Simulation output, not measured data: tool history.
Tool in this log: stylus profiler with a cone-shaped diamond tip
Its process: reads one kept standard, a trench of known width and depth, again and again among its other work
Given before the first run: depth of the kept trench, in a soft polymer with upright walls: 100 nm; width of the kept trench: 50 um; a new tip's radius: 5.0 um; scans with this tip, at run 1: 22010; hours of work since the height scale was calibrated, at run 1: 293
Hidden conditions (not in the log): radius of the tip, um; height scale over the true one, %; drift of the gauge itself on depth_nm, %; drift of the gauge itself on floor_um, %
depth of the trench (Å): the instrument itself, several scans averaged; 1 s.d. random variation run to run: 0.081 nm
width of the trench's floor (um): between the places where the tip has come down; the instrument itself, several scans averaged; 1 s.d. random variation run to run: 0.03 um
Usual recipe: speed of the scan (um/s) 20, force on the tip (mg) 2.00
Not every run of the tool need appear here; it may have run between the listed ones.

run    hour  speed of the scan (um/s)  force on the tip (mg)  scans with this tip  hours of work since the height scale was calibrated  depth of the trench (Å)  width of the trench's floor (um)
  1     0.0                        20                   2.00                22010                                                  293                   1005.6                             47.91
  2    52.1                        20                   2.00                22529                                                  329                   1007.4                             47.91
  3   114.2                        20                   2.00                23146                                                  371                   1006.3                             47.87
      149.9  -- new tip fitted, height scale calibrated
  4   149.9                        20                   2.00                    0                                                    0                   1004.9                             47.95
  5   197.9                        24                   2.00                  478                                                   33                   1005.7                             47.91
  6   253.7                         8                   2.00                 1033                                                   70                   1007.0                             48.00
  7   289.8                         8                   2.00                 1392                                                   95                   1006.5                             47.95
  8   343.2                         8                   2.00                 1924                                                  131                   1006.6                             47.94
  9   372.3                         8                   3.58                 2213                                                  151                   1010.2                             48.03
 10   434.8                         8                   3.58                 2835                                                  193                   1010.4                             48.00
 11   477.5                         8                   3.58                 3260                                                  222                   1009.6                             48.03
 12   506.1                         5                   3.58                 3545                                                  241                   1009.5                             47.99
 13   532.3                        20                   2.00                 3805                                                  259                   1006.6                             47.95
 14   572.8                        20                   2.00                 4209                                                  287                   1006.5                             47.90
 15   604.8                        74                   1.67                 4527                                                  308                   1005.4                             47.71
 16   654.0                        55                   2.79                 5017                                                  342                   1006.6                             47.80
 17   700.9                        14                   2.79                 5483                                                  373                   1007.6                             47.96
 18   763.8                         7                   3.67                 6109                                                  416                   1009.4                             47.99
 19   816.3                        10                   2.13                 6631                                                  452                   1005.4                             47.99
 20   877.7                        45                   0.97                 7243                                                  493                   1003.5                             47.69
 21   910.0                        45                   4.01                 7565                                                  515                   1010.7                             47.83
 22   961.0                        12                   1.12                 8072                                                  550                   1005.0                             47.91
 23   995.1                        12                   1.12                 8411                                                  573                   1004.7                             47.95
 24  1053.8                        56                   2.00                 8995                                                  613                   1007.5                             47.76
 25  1114.4                        38                   0.74                 9599                                                  654                   1003.8                             47.74

Alternative continuations, all from the tool just after run 25; predict every row:
  A  1173.9                        48                   2.77                10190                                                  694                        ?                                 ?
  B  1173.9                        43                   0.73                10190                                                  694                        ?                                 ?
  C  1173.9                        38                   0.96                10190                                                  694                        ?                                 ?
  D  1173.9                        20                   1.40                10190                                                  694                        ?                                 ?
  E  1173.9                         6                   2.40                10190                                                  694                        ?                                 ?

run  depth of the trench (Å)  width of the trench's floor (um)
  A                   1008.0                             47.82
  B                   1003.8                             47.71
  C                   1004.5                             47.76
  D                   1005.1                             47.88
  E                   1008.1                             48.02
Take away the tool's hidden state, keep each run's random variation, and the runs would have read:
run  depth of the trench (Å)  width of the trench's floor (um)
  A                   1008.1                             47.84
  B                   1003.9                             47.72
  C                   1004.6                             47.77
  D                   1005.2                             47.90
  E                   1008.2                             48.03
